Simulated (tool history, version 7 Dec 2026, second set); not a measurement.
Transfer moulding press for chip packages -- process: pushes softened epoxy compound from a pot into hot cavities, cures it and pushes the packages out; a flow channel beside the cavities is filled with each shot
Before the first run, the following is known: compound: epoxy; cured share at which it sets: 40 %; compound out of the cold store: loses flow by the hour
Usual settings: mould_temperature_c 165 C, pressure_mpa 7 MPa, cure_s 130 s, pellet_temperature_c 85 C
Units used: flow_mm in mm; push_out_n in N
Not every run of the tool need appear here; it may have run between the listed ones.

run    hour  mould_temperature_c  pressure_mpa  cure_s  pellet_temperature_c  incoming compound's hours out of the cold store  flow_mm  push_out_n
  1       0                  165             7     130                    85                                             11.1      507         525
  2    25.3                  165             7     130                    87                                             15.5      508         752
       78.2  -- mould's thermocouples calibrated
  3      84                  165             7     130                    87                                             27.4      478        1003
  4     123                  165             7     130                    87                                             12.1      498        1120
      132.3  -- cavities cleaned with cleaning compound and waxed
  5   166.8                  165             7     130                    87                                             35.5      469         795
  6   199.6                  165             7     130                    87                                               18      490         978
      216.2  -- plunger's sealing rings changed
  7   229.1                  165             7     130                    87                                             28.5      524        1071
        265  -- cavities cleaned with cleaning compound and waxed
  8   278.9                  165             7     148                    85                                             26.6      525         594
  9   339.9                  165             7     130                    85                                             17.7      526        1023
 10   371.9                  165             7     130                    85                                             40.5      499        1075
        394  -- cavities cleaned with cleaning compound and waxed
 11   427.5                  165             7     130                    85                                             39.1      503         762
 12   466.7                  165             7     130                    85                                             23.6      512         984
 13   514.3                  168             7     130                    85                                             27.3      497         971
      523.1  -- cavities cleaned with cleaning compound and waxed
 14   574.4                  168             7     130                    85                                             44.5      472         788
 15   607.3                  168             7     130                    85                                             36.8      483         891
      653.4  -- cavities cleaned with cleaning compound and waxed
 16   655.7                  172          5.73     167                    87                                             33.5      430         447
 17   688.1                  165             7     169                    85                                              9.2      520         668
 18   721.5                  170          6.38     128                    85                                             19.3      464         844
 19   751.1                  170          6.38     128                    85                                             29.8      454         909
      786.7  -- cavities cleaned with cleaning compound and waxed
 20   786.7                  170          6.38     128                    78                                             38.3      443         446
 21   820.7                  165          5.51     132                    85                                             35.4      423         767
      837.4  -- mould's thermocouples calibrated
 22   880.7                  170          5.33     132                    83                                             31.9      407         868
 23   911.8                  162             7     130                    85                                             46.8      470        1313
      920.9  -- cavities cleaned with cleaning compound and waxed
 24   945.9                  162             7     130                    85                                             41.8      470         861
 25   987.5                  162             7     130                    85                                             41.2      468        1184
 26  1017.4                  170          8.02     166                    88                                             28.7      487         842
     1042.5  -- plunger's sealing rings changed
     1053.6  -- cavities cleaned with cleaning compound and waxed
 27  1080.8                  170          8.02     166                    88                                              9.7      575         623
 28  1106.7                  171             7     130                    84                                             33.9      490         787
 29  1133.7                  171             7     130                    79                                             24.8      509         852

What if the next run were any one of these 3? Each begins from the tool's condition after run 29:
     1182.7  -- cavities cleaned with cleaning compound and waxed
  A  1185                  161          8.48     130                    81                                             19.1        ?           ?
     1182.7  -- cavities cleaned with cleaning compound and waxed
  B  1185                  171          5.32     130                    92                                             34.8        ?           ?
     1182.7  -- cavities cleaned with cleaning compound and waxed
  C  1185                  163          7.64     130                    84                                             44.3        ?           ?

run  flow_mm  push_out_n
  A      594         748
  B      426         485
  C      522         582
What these runs would have given with no unlogged condition in the tool:
run  flow_mm  push_out_n
  A      604         702
  B      434         449
  C      531         544
